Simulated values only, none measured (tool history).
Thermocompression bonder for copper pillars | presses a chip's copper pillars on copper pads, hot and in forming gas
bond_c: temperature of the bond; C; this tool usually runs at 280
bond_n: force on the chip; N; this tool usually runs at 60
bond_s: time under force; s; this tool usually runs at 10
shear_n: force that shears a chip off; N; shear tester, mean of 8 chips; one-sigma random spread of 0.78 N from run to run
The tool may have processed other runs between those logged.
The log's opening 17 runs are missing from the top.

run,hour,bond_c,bond_n,bond_s,hours of work since the heater was calibrated,hours of work since the force cell was calibrated,hours of work since the gas filter was changed,shear_n
18,177.5,280,60,10,714,335,99,86.8
19,188.1,266,39,5,720,341,105,40.2
20,198.3,280,54,18,726,347,110,97.8
# hour 202.9: forming gas filter changed
21,212.2,280,62,18,734,355,5,109.0
22,224.9,280,62,18,741,362,13,108.7
23,237.1,280,62,18,748,369,20,110.6
24,244.7,280,79,15,753,373,24,119.6
# hour 258.0: heater calibrated with a thermocouple chip
25,259.2,280,79,15,1,380,31,108.4
26,269.8,280,44,22,7,386,37,84.1
27,282.0,280,36,8,14,393,44,48.2
28,294.4,256,82,15,21,401,51,94.2
29,304.3,256,82,7,27,406,57,73.2
30,315.4,295,82,7,33,413,63,101.7
31,321.9,268,86,13,37,416,67,101.8
32,331.9,270,60,6,42,422,73,61.5
33,346.5,268,45,6,51,430,81,45.9

What if the next run were any one of these 3? Each begins from the tool's condition after run 33:
A,358.8,281,53,8,58,437,88,?
B,358.8,268,45,12,58,437,88,?
C,358.8,278,45,6,58,437,88,?

run,shear_n
A,68.6
B,61.5
C,50.9
The same runs, with their run-to-run variation unchanged, on a tool lacking any hidden condition would have given:
run,shear_n
A,71.0
B,63.5
C,52.6
